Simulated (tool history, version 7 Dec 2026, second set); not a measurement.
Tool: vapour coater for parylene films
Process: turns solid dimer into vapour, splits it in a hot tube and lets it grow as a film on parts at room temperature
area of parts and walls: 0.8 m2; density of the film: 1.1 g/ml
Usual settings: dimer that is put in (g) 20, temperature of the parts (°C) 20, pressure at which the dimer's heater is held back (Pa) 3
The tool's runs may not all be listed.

| run | hour | dimer that is put in (g) | temperature of the parts (°C) | pressure at which the dimer's heater is held back (Pa) | thickness of the film (µm) |
|---|---|---|---|---|---|
| 1 | 0 | 20 | 20 | 3 | 17.99 |
| 2 | 51.4 | 18 | 20 | 3 | 15.98 |
| 3 | 97 | 18 | 20 | 3 | 16.03 |
| 4 | 158.9 | 18 | 20 | 7.76 | 13.3 |
| 5 | 195.8 | 18 | 20 | 7.76 | 13.2 |
| 6 | 254.7 | 20 | 20 | 3 | 17.47 |
| 7 | 317.5 | 20 | 20 | 3 | 17.25 |
| 8 | 364.7 | 20 | 20 | 3 | 16.97 |
| 9 | 404.8 | 20 | 20 | 3 | 17.22 |
| 10 | 437.9 | 20 | 20 | 3 | 17.15 |
| 11 | 495 | 20 | 20 | 3 | 16.85 |
| 12 | 531 | 20 | 20 | 3.64 | 16.29 |
| 13 | 560.7 | 20 | 20 | 3.3 | 16.69 |
| 14 | 599.2 | 20 | 20 | 3.3 | 16.52 |
| 15 | 665.3 | 20 | 20 | 3.3 | 18.73 |
| 16 | 727.3 | 20 | 20 | 3.3 | 18.51 |
| 17 | 780.2 | 20 | 17 | 3 | 20.51 |
| 18 | 814.5 | 20 | 17 | 3 | 20.42 |
| 19 | 873.8 | 20 | 17 | 3.23 | 20.17 |
| 20 | 927.3 | 20 | 20 | 4 | 17.79 |
| 21 | 954.3 | 20 | 20 | 4 | 17.35 |
| 22 | 984.1 | 32 | 20 | 3 | 29.5 |
| 23 | 1016.4 | 32 | 20 | 3 | 29.51 |
| 24 | 1071.8 | 32 | 20 | 3 | 29.1 |
| 25 | 1114.8 | 15 | 16 | 2.03 | 15.8 |
| 26 | 1162.3 | 19 | 18 | 3.31 | 17.91 |
| 27 | 1203.7 | 32 | 18 | 6.19 | 26.6 |
| 28 | 1258 | 12 | 14 | 6.19 | 11.09 |
| 29 | 1299.1 | 20 | 22 | 7.83 | 14.22 |
| 30 | 1355.7 | 20 | 28 | 2.98 | 14.49 |
| 31 | 1391 | 20 | 28 | 2.98 | 14.39 |
| 32 | 1428.7 | 20 | 28 | 2.98 | 14.42 |
| 33 | 1489.6 | 20 | 19 | 2.98 | 17.88 |
| 34 | 1554.2 | 10 | 30 | 6.04 | 5.77 |
| 35 | 1613.9 | 18 | 13 | 11 | 14.58 |
| 36 | 1676 | 15 | 20 | 2 | 13.83 |
| 37 | 1737.8 | 21 | 14 | 5.29 | 18.68 |
| 38 | 1803.2 | 21 | 20 | 11.89 | 13.67 |
| 39 | 1872.5 | 17 | 20 | 2.99 | 16.3 |
| 40 | 1925.3 | 17 | 20 | 2.44 | 16.65 |
| 41 | 1990.3 | 19 | 26 | 2.44 | 15.94 |
| 42 | 2045.5 | 24 | 26 | 11.29 | 14.89 |
| 43 | 2072.4 | 20 | 25 | 3 | 16.48 |
| 44 | 2124.3 | 20 | 25 | 3 | 16.51 |
| 45 | 2159.6 | 20 | 25 | 3 | 16.23 |
| 46 | 2199.3 | 20 | 25 | 3 | 16.14 |
| 47 | 2259.5 | 15 | 26 | 6.16 | 10.29 |

Taken out of this log: 2 entries between the listed runs. Where each belongs, and how the hidden state differs across it:
Between runs 14 and 15: trap's valve overhauled (hour 649)
  vapour lost through the trap's worn valve, %: 12.6 -> 0.3
  measured less the result without the state, thickness of the film (µm): -2.36 -> -0.02
Between runs 38 and 39: trap's valve overhauled (hour 1826.2)
  vapour lost through the trap's worn valve, %: 12.5 -> 0.7
  measured less the result without the state, thickness of the film (µm): -1.87 -> -0.01

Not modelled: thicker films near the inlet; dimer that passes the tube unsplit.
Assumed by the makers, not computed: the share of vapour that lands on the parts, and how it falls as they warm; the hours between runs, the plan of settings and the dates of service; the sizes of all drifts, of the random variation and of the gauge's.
